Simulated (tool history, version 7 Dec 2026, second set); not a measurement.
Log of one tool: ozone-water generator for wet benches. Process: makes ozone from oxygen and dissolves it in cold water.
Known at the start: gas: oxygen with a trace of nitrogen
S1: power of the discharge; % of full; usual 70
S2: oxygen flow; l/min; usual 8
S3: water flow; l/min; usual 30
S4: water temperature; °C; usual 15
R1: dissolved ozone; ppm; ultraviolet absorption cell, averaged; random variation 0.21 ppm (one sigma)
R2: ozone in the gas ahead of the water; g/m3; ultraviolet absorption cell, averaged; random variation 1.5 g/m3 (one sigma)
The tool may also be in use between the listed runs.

| run | hour | S1 | S2 | S3 | S4 | R1 | R2 |
|---|---|---|---|---|---|---|---|
| 1 | 0 | 70 | 8 | 30 | 15 | 31.4 | 277 |
| 2 | 48.9 | 70 | 8 | 30 | 15 | 31 | 276.4 |
| 3 | 124.5 | 70 | 6.1 | 30 | 15 | 29.5 | 307.5 |
| 4 | 212 | 70 | 8 | 30 | 15 | 31.7 | 280.2 |
| 5 | 280 | 70 | 8 | 30 | 15 | 31.5 | 275.9 |
| 6 | 346.3 | 70 | 8 | 30 | 15 | 31.3 | 275.9 |
| 7 | 390.4 | 70 | 8 | 30 | 15 | 31 | 280 |
| 8 | 477.2 | 70 | 8 | 22 | 15 | 38.6 | 280.2 |
| 9 | 575.8 | 70 | 8 | 22 | 15 | 38.7 | 280.3 |
| 10 | 633.9 | 70 | 8 | 22 | 15 | 38.6 | 282.6 |
| 11 | 705.3 | 70 | 8 | 46 | 15 | 22.3 | 283.3 |
| 12 | 747.9 | 70 | 8 | 46 | 15 | 22.4 | 281.5 |
| 13 | 834.3 | 70 | 8 | 30 | 15 | 31.2 | 283.8 |
| 14 | 897.8 | 70 | 8 | 30 | 15 | 31.2 | 284.6 |
| 15 | 959.3 | 68 | 8 | 30 | 15 | 30.3 | 279.3 |
| 16 | 1002.5 | 68 | 8 | 30 | 15 | 30.6 | 277.5 |
| 17 | 1056.7 | 70 | 8 | 30 | 14 | 31.8 | 281.7 |
| 18 | 1122.2 | 70 | 8 | 30 | 14 | 31.5 | 284.7 |
| 19 | 1205.1 | 70 | 4.29 | 30 | 20 | 25.3 | 364.3 |
| 20 | 1257.5 | 70 | 4.29 | 30 | 20 | 25.5 | 363.1 |
| 21 | 1304.1 | 70 | 13.38 | 35 | 15 | 30.2 | 233.5 |
|  | 1351.2 | water thermometer calibrated |
|  | 1358 | gauge calibrated |
| 22 | 1364.3 | 96 | 13.38 | 35 | 7 | 43.4 | 287.6 |
| 23 | 1421.5 | 96 | 13.38 | 35 | 7 | 43.2 | 287 |
| 24 | 1509.3 | 42 | 8 | 29 | 16 | 21.9 | 191 |
| 25 | 1595.2 | 61 | 8 | 28 | 15 | 29.8 | 251.9 |
| 26 | 1658.5 | 74 | 8 | 34 | 15 | 29.9 | 287.3 |
| 27 | 1752.9 | 74 | 8 | 34 | 15 | 29.7 | 289.5 |
| 28 | 1826.5 | 48 | 8 | 29 | 15 | 24.4 | 211.9 |
| 29 | 1909 | 55 | 8 | 44 | 15 | 19.4 | 234 |
| 30 | 2003.4 | 57 | 4.71 | 31 | 15 | 23 | 294.3 |
| 31 | 2044 | 51 | 4.25 | 31 | 11 | 21.3 | 284.5 |
| 32 | 2142.9 | 51 | 4.25 | 31 | 11 | 21.3 | 283.1 |

Hidden state or all else? Some run-to-run changes of R2, split into what the settings, what came in and random variation would give without the hidden state, and what is left for the hidden state (with any gauge scatter that isn't in both results):
The hidden state here: yield of the discharge, % of new electrodes'; contactor's efficiency, % of a clean one's; true water temperature over the reading, C; drift of the gauge itself on ozone_ppm, %; drift of the gauge itself on gas_g_m3, %.
Run 18 -> 19: S2 8 -> 4.29, S4 14 -> 20. R2 +79.6 g/m3: hidden state +2.4, all else +77.2.
Run 20 -> 21: S2 4.29 -> 13.38, S3 30 -> 35, S4 20 -> 15. R2 -129.6 g/m3: hidden state -3.2, all else -126.4.
Run 21 -> 22: S1 70 -> 96, S4 15 -> 7, water thermometer calibrated, gauge calibrated. R2 +54.1 g/m3: hidden state -6.4, all else +60.5.
Run 23 -> 24: S1 96 -> 42, S2 13.38 -> 8, S3 35 -> 29, S4 7 -> 16. R2 -96 g/m3: hidden state +0.3, all else -96.3.

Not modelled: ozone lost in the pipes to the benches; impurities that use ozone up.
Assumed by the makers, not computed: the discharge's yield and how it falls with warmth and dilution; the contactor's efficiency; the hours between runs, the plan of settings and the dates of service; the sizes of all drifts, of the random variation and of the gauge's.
